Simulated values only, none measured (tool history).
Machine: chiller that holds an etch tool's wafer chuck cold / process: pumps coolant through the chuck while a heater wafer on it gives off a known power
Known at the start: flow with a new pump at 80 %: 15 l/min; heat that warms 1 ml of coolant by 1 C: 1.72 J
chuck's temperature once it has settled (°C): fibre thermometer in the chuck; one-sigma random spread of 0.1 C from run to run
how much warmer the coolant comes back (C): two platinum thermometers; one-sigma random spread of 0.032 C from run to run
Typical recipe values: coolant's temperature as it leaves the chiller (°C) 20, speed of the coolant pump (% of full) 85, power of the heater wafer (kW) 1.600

| run | hour | coolant's temperature as it leaves the chiller (°C) | speed of the coolant pump (% of full) | power of the heater wafer (kW) | chuck's temperature once it has settled (°C) | how much warmer the coolant comes back (C) |
|---|---|---|---|---|---|---|
| 1 | 0.0 | 20 | 85 | 1.600 | 32.1 | 3.49 |
| 2 | 44.6 | 20 | 85 | 1.600 | 32.0 | 3.51 |
| 3 | 104.1 | 20 | 85 | 1.600 | 32.0 | 3.52 |
| 4 | 148.7 | 20 | 85 | 1.600 | 32.0 | 3.49 |
| 5 | 194.3 | 20 | 85 | 1.600 | 32.2 | 3.49 |
| 6 | 277.7 | 20 | 85 | 1.948 | 34.8 | 4.30 |
| 7 | 314.5 | 20 | 85 | 1.948 | 34.8 | 4.24 |
| 8 | 368.1 | 20 | 85 | 1.948 | 34.9 | 4.28 |
| 9 | 434.9 | 20 | 85 | 1.600 | 32.2 | 3.50 |
| 10 | 480.4 | 20 | 85 | 1.600 | 32.4 | 3.50 |
| 11 | 539.7 | 20 | 85 | 1.600 | 32.2 | 3.56 |
| 12 | 599.6 | 20 | 85 | 1.600 | 32.4 | 3.54 |
| 13 | 670.2 | 20 | 85 | 1.600 | 32.3 | 3.55 |
| 14 | 725.1 | 20 | 85 | 1.600 | 32.2 | 3.55 |
| 15 | 805.7 | 20 | 85 | 1.600 | 32.2 | 3.58 |
| 16 | 880.9 | 16 | 89 | 1.917 | 30.2 | 4.03 |
| 17 | 964.2 | 20 | 88 | 0.942 | 27.0 | 1.98 |
| 18 | 1018.6 | 15 | 75 | 1.388 | 26.9 | 3.56 |
| 19 | 1105.4 | 15 | 75 | 1.388 | 26.7 | 3.56 |
| 20 | 1155.7 | 20 | 81 | 1.600 | 32.9 | 3.71 |
| 21 | 1242.6 | 30 | 100 | 0.846 | 36.0 | 1.57 |
| 22 | 1312.8 | 17 | 75 | 0.846 | 24.3 | 2.18 |
| 23 | 1377.2 | 19 | 66 | 1.676 | 35.0 | 4.92 |
| 24 | 1464.5 | 19 | 66 | 1.676 | 34.9 | 4.95 |
| 25 | 1517.6 | 20 | 85 | 1.234 | 29.7 | 2.74 |
| 26 | 1585.8 | 20 | 85 | 1.234 | 29.5 | 2.71 |
| 27 | 1666.8 | 20 | 85 | 1.234 | 29.7 | 2.75 |
|  | 1679.6 | chiller's thermometer calibrated |
| 28 | 1714.9 | 20 | 85 | 1.234 | 29.4 | 2.70 |
| 29 | 1756.0 | 10 | 85 | 2.064 | 25.7 | 4.59 |
| 30 | 1833.1 | 29 | 79 | 1.448 | 40.6 | 3.47 |

Each row is a separate what-if for the run after 30, all from the same tool condition, not one after another. Results?
| A | 1892.2 | 20 | 72 | 0.978 | ? | ? |
| B | 1892.2 | 12 | 62 | 1.448 | ? | ? |
| C | 1892.2 | 10 | 79 | 1.448 | ? | ? |
| D | 1892.2 | 20 | 85 | 2.029 | ? | ? |
| E | 1892.2 | 13 | 82 | 0.944 | ? | ? |

| run | chuck's temperature once it has settled (°C) | how much warmer the coolant comes back (C) |
|---|---|---|
| A | 28.6 | 2.60 |
| B | 26.2 | 4.59 |
| C | 21.7 | 3.45 |
| D | 35.7 | 4.53 |
| E | 20.5 | 2.22 |
Without the tool's hidden state the same runs would have given:
| run | chuck's temperature once it has settled (°C) | how much warmer the coolant comes back (C) |
|---|---|---|
| A | 28.0 | 2.54 |
| B | 25.2 | 4.48 |
| C | 20.8 | 3.37 |
| D | 34.5 | 4.43 |
| E | 19.9 | 2.17 |

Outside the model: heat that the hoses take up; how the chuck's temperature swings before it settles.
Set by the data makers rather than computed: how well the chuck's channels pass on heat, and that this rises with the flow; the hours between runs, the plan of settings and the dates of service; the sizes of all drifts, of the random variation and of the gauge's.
